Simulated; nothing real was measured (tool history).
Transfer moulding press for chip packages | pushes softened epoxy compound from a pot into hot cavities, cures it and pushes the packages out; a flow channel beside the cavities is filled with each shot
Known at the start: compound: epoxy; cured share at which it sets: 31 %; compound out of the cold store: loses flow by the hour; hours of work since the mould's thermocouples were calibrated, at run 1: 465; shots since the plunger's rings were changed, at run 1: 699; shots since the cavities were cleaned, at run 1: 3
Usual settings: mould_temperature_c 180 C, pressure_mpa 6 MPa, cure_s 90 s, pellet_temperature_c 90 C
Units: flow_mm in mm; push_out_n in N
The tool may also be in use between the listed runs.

| run | day | mould_temperature_c | pressure_mpa | cure_s | pellet_temperature_c | hours of work since the mould's thermocouples were calibrated | shots since the plunger's rings were changed | shots since the cavities were cleaned | incoming compound's hours out of the cold store | flow_mm | push_out_n |
|---|---|---|---|---|---|---|---|---|---|---|---|
| 1 | 0 | 180 | 6 | 90 | 90 | 465 | 699 | 3 | 37.9 | 520 | 452 |
|  | 3.008 | cavities cleaned with cleaning compound and waxed |
| 2 | 3.292 | 180 | 6 | 90 | 90 | 502 | 1493 | 70 | 28.8 | 526 | 541 |
| 3 | 5.775 | 180 | 6 | 90 | 91 | 530 | 2102 | 679 | 31.1 | 520 | 729 |
|  | 6.067 | cavities cleaned with cleaning compound and waxed |
|  | 9.175 | cavities cleaned with cleaning compound and waxed |
| 4 | 9.804 | 180 | 6 | 90 | 94 | 575 | 3062 | 155 | 14.8 | 534 | 553 |
|  | 10.421 | plunger's sealing rings changed |
|  | 12.183 | cavities cleaned with cleaning compound and waxed |
| 5 | 14.062 | 180 | 6 | 90 | 94 | 622 | 880 | 462 | 26.5 | 535 | 711 |
|  | 15.467 | cavities cleaned with cleaning compound and waxed |
| 6 | 16.517 | 180 | 6 | 90 | 94 | 650 | 1468 | 258 | 19.5 | 539 | 617 |
|  | 18.388 | cavities cleaned with cleaning compound and waxed |
| 7 | 18.388 | 180 | 6 | 90 | 94 | 671 | 1912 | 0 | 25.7 | 533 | 477 |
|  | 19.208 | mould's thermocouples calibrated |
| 8 | 20.292 | 181 | 6 | 90 | 90 | 12 | 2360 | 448 | 9.1 | 546 | 658 |
|  | 21.5 | cavities cleaned with cleaning compound and waxed |
|  | 23.658 | plunger's sealing rings changed |
| 9 | 24.133 | 181 | 6 | 90 | 90 | 55 | 117 | 622 | 21.1 | 544 | 711 |
|  | 24.679 | cavities cleaned with cleaning compound and waxed |
| 10 | 26.712 | 181 | 5.37 | 90 | 90 | 84 | 736 | 501 | 12.4 | 521 | 664 |
|  | 27.704 | cavities cleaned with cleaning compound and waxed |
| 11 | 28.596 | 180 | 6 | 90 | 90 | 105 | 1184 | 220 | 42.3 | 509 | 588 |
|  | 30.821 | cavities cleaned with cleaning compound and waxed |
| 12 | 31.025 | 180 | 6 | 90 | 90 | 132 | 1764 | 49 | 30.7 | 518 | 478 |
| 13 | 33.038 | 180 | 6 | 90 | 90 | 155 | 2259 | 544 | 27 | 520 | 714 |
|  | 33.904 | cavities cleaned with cleaning compound and waxed |
|  | 36.971 | plunger's sealing rings changed |
|  | 37.033 | cavities cleaned with cleaning compound and waxed |
| 14 | 37.358 | 180 | 6 | 90 | 90 | 202 | 80 | 80 | 24.8 | 538 | 514 |
|  | 40.154 | cavities cleaned with cleaning compound and waxed |
| 15 | 40.162 | 180 | 6 | 90 | 90 | 234 | 754 | 3 | 24.1 | 538 | 468 |
|  | 43.362 | cavities cleaned with cleaning compound and waxed |
| 16 | 43.629 | 183 | 5.22 | 90 | 93 | 273 | 1591 | 66 | 21.3 | 494 | 463 |
| 17 | 46.15 | 183 | 5.22 | 90 | 93 | 302 | 2210 | 685 | 9.7 | 504 | 666 |
|  | 46.396 | cavities cleaned with cleaning compound and waxed |
| 18 | 47.992 | 178 | 6.54 | 90 | 98 | 322 | 2647 | 392 | 45.2 | 522 | 707 |
|  | 49.562 | cavities cleaned with cleaning compound and waxed |
|  | 50.375 | plunger's sealing rings changed |
| 19 | 51.696 | 180 | 6 | 120 | 90 | 363 | 325 | 499 | 8.2 | 564 | 572 |
|  | 52.688 | cavities cleaned with cleaning compound and waxed |
| 20 | 54.379 | 184 | 5.84 | 120 | 90 | 393 | 969 | 416 | 38.9 | 504 | 547 |
|  | 55.892 | cavities cleaned with cleaning compound and waxed |
| 21 | 58.6 | 184 | 4.56 | 120 | 90 | 441 | 1991 | 666 | 23.3 | 455 | 588 |

The next listed run, before its measurement:
|  | 58.9 | cavities cleaned with cleaning compound and waxed |
|  | 61.912 | cavities cleaned with cleaning compound and waxed |
| 22 | 62.704 | 184 | 4.56 | 120 | 86 | 487 | 2969 | 195 | 35.3 | ? | ? |

Run 22 gave flow_mm 436 mm, push_out_n 474 N.
Without the tool's hidden state the same run would have given flow_mm 453 mm, push_out_n 363 N.

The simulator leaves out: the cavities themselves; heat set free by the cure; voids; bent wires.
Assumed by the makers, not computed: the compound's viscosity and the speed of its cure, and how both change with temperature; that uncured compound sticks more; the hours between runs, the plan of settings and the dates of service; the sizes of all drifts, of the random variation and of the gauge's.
